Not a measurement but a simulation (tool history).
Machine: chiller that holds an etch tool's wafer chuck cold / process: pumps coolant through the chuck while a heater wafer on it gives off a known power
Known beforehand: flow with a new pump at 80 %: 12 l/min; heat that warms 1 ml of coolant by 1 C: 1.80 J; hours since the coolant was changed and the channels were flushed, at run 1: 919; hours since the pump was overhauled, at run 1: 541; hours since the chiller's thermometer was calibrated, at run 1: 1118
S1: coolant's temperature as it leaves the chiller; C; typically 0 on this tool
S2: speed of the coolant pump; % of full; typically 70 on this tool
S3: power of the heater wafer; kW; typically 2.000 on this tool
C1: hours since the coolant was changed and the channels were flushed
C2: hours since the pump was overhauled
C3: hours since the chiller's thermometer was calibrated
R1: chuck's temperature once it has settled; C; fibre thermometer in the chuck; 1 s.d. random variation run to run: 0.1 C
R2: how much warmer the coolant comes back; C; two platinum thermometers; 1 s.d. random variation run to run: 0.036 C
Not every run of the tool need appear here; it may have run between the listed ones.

run	hour	S1	S2	S3	C1	C2	C3	R1	R2
1	0.0	0	70	2.000	919	541	1118	24.1	6.51
2	70.7	0	70	2.000	989	612	1189	24.1	6.44
3	120.5	0	70	2.000	1039	662	1239	24.4	6.51
4	163.9	0	70	2.000	1083	705	1282	24.3	6.46
5	195.5	8	70	2.000	1114	737	1314	32.3	6.55
6	230.2	10	70	2.000	1149	772	1349	34.3	6.51
# hour 235.0: chiller's thermometer calibrated
7	276.2	10	70	2.000	1194	817	41	34.4	6.64
8	339.1	10	70	2.000	1257	880	104	34.4	6.54
9	388.3	10	70	2.000	1306	929	153	34.5	6.55
# hour 405.2: chiller's thermometer calibrated, once more
10	431.3	9	70	2.000	1348	971	26	33.8	6.63
11	481.6	7	66	2.164	1398	1021	76	34.8	7.60
12	545.3	7	66	2.164	1462	1085	140	35.0	7.59
13	604.1	7	82	1.839	1521	1144	199	28.2	5.14
14	660.6	9	70	1.420	1577	1200	255	26.8	4.75
15	713.9	-3	63	1.668	1631	1253	309	19.3	6.24
16	780.3	6	99	2.000	1697	1320	375	26.9	4.60
17	841.9	0	70	1.204	1759	1381	437	15.3	4.00
18	896.8	0	70	1.617	1814	1436	492	20.6	5.43
19	944.9	-3	71	2.097	1862	1484	540	23.6	6.90

4 ways to go on from here, each from the tool as it stands after run 19. What would each give?
A	983.1	0	70	1.683	1900	1523	578	?	?
B	983.1	0	95	2.000	1900	1523	578	?	?
C	983.1	4	69	1.353	1900	1523	578	?	?
D	983.1	7	70	2.000	1900	1523	578	?	?

run	R1	R2
A	21.6	5.63
B	21.4	4.84
C	21.5	4.63
D	32.6	6.68
The same runs, with their run-to-run variation unchanged, on a tool lacking any hidden condition would have given:
run	R1	R2
A	19.4	5.38
B	19.2	4.62
C	19.7	4.42
D	30.0	6.38
